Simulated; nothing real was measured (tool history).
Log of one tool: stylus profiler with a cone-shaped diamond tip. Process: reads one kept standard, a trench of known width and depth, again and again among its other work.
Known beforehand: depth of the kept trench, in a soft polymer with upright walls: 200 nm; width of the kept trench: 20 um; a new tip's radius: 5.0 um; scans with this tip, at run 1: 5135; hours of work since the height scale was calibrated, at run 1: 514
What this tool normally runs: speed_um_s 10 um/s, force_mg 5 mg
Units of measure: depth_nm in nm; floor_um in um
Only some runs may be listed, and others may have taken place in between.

run	hour	speed_um_s	force_mg	scans with this tip	hours of work since the height scale was calibrated	depth_nm	floor_um
1	0	10	5	5135	514	204.75	16.6
2	12.5	10	5	5235	524	204.7	16.51
3	26.5	10	4.75	5346	535	204.57	16.51
4	40.9	10	7.5	5461	546	206.37	16.49
5	56.6	10	7.5	5587	559	206.42	16.46
6	71.1	10	5	5702	571	204.71	16.46
7	88.3	10	5	5839	584	204.76	16.47
8	99.6	10	5	5929	593	204.7	16.46
9	111.1	10	5	6022	603	204.71	16.43
10	123.1	10	5	6117	612	204.66	16.38
11	133	10	3.02	6196	620	203.18	16.45
12	150	10	3.02	6332	634	203.09	16.35
13	162.1	10	5	6428	643	204.73	16.36
14	175.4	10	5	6535	654	204.71	16.4
15	190.1	6	3.39	6652	666	203.37	16.38
16	200.1	13	14.91	6732	674	210.4	16.38
17	214.7	11	2.86	6848	685	202.99	16.34
18	231.1	11	2.86	6979	698	203.01	16.3
19	242.7	13	4.11	7072	708	203.9	16.24
20	259.8	4	9.96	7208	721	207.76	16.28
21	271.3	9	4.07	7300	730	204	16.28
22	278.7	10	5.67	7359	736	204.99	16.29
23	287.1	10	5.67	7426	743	205.15	16.3
24	301.5	3	11.36	7541	755	208.45	16.25
25	316.8	5	7.01	7663	767	205.93	16.27
26	332.9	5	7.01	7792	780	205.85	16.29
27	343.9	7	3.96	7880	788	203.79	16.2
28	353.8	28	6.72	7958	796	205.65	16.15

Had the tool no unlogged condition, and each run kept its random variation, what would the results have been?
Unlogged tool condition in this case: radius of the tip, um; height scale over the true one, %; drift of the gauge itself on depth_nm, %; drift of the gauge itself on floor_um, %.
run	depth_nm	floor_um
1	205.24	17.24
2	205.2	17.17
3	205.08	17.18
4	206.9	17.18
5	206.95	17.16
6	205.25	17.18
7	205.31	17.2
8	205.26	17.2
9	205.28	17.18
10	205.23	17.14
11	203.76	17.22
12	203.68	17.13
13	205.34	17.16
14	205.32	17.21
15	203.99	17.2
16	211.05	17.21
17	203.62	17.19
18	203.65	17.16
19	204.55	17.11
20	208.44	17.17
21	204.67	17.17
22	205.67	17.18
23	205.84	17.21
24	209.16	17.17
25	206.64	17.2
26	206.57	17.24
27	204.52	17.15
28	206.39	17.12
